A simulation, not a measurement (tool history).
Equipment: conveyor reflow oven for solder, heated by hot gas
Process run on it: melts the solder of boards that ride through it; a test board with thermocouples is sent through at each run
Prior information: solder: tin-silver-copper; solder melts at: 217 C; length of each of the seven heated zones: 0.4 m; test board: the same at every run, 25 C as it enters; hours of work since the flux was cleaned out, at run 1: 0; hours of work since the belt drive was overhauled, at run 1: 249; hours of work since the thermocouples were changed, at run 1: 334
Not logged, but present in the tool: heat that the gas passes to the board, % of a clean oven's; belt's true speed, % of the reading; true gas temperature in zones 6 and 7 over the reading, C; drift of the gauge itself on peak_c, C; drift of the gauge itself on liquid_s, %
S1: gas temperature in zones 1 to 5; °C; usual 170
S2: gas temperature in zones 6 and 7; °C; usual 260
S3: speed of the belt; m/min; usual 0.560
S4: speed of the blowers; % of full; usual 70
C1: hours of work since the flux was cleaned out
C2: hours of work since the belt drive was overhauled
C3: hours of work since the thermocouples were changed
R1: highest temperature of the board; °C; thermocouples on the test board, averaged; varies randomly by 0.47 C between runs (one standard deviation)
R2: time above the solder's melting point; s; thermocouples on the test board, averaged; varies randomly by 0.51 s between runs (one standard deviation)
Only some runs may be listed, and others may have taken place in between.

run     day   S1   S2     S3  S4   C1    C2   C3     R1    R2
  1   0.000  170  260  0.560  70    0   249  334  247.1  60.0
  2   3.846  170  260  0.560  70   69   318  403  246.5  59.2
  3   6.792  170  260  0.560  70  122   371  456  245.2  58.3
  4   9.183  170  262  0.560  70  165   414  499  246.9  59.8
  5  12.954  170  260  0.560  70  233   482  567  244.5  56.9
  6  15.308  170  260  0.560  70  275   524  609  245.0  57.0
  7  18.512  170  260  0.560  70  333   581  666  245.0  57.7
     19.296  -- flux residue cleaned out of gas plates and filters
  8  20.354  170  260  0.560  70   19   611  696  245.8  59.0
  9  22.775  170  260  0.560  63   62   654  739  243.5  55.4
     24.921  -- thermocouples of zones 6 and 7 changed
 10  26.529  170  260  0.560  70  128   720   29  247.1  60.3
 11  28.708  170  260  0.560  70  168   759   68  246.4  59.4
 12  32.325  170  260  0.560  70  233   824  133  245.2  59.4
 13  36.175  170  260  0.560  70  302   893  202  245.4  58.8
     38.529  -- flux residue cleaned out of gas plates and filters
 14  39.375  170  257  0.560  70   15   947  256  244.6  58.1
 15  42.554  158  272  0.560  70   72  1004  313  255.7  63.0
 16  44.896  166  249  0.526  61  114  1046  355  235.4  48.3
 17  47.125  170  260  0.586  66  154  1086  395  242.6  53.6
 18  50.183  178  250  0.586  66  209  1141  450  236.0  49.3
 19  53.412  177  250  0.531  55  267  1199  508  234.2  51.8
 20  57.112  165  271  0.636  70  334  1266  574  249.0  52.1
     57.896  -- flux residue cleaned out of gas plates and filters
 21  59.538  165  271  0.636  70   30  1306  614  250.9  53.5
 22  62.433  165  271  0.636  70   82  1358  666  249.8  53.3

Take each entry between the runs: how does the hidden state at the last listed run before it differ from the hidden state at the first listed run after it?
Logged between run 7 and run 8: flux residue cleaned out of gas plates and filters (day 19.296)
  heat that the gas passes to the board, % of a clean oven's: 91.7 -> 98.9; belt's true speed, % of the reading: 98.58 -> 98.49; true gas temperature in zones 6 and 7 over the reading, C: -1.72 -> -1.83
  measured less the result without the state, R1: -2.9 -> -1.5 °C; R2: -2.5 -> -0.3 s
Logged between run 9 and run 10: thermocouples of zones 6 and 7 changed (day 24.921)
  heat that the gas passes to the board, % of a clean oven's: 97.8 -> 96.3; belt's true speed, % of the reading: 98.37 -> 98.19; true gas temperature in zones 6 and 7 over the reading, C: -1.96 -> -0.04
  measured less the result without the state, R1: -1.7 -> -0.3 °C; R2: -0.7 -> +0.7 s
Logged between run 13 and run 14: flux residue cleaned out of gas plates and filters (day 38.529)
  heat that the gas passes to the board, % of a clean oven's: 92.1 -> 99.6; belt's true speed, % of the reading: 97.7 -> 97.55; true gas temperature in zones 6 and 7 over the reading, C: -0.65 -> -0.83
  measured less the result without the state, R1: -1.6 -> -0.2 °C; R2: -0.6 -> +1.5 s
Logged between run 20 and run 21: flux residue cleaned out of gas plates and filters (day 57.896)
  heat that the gas passes to the board, % of a clean oven's: 91.9 -> 98.5; belt's true speed, % of the reading: 96.62 -> 96.52; true gas temperature in zones 6 and 7 over the reading, C: -1.95 -> -2.08
  measured less the result without the state, R1: -2.7 -> -1.0 °C; R2: -0.6 -> +1.5 s
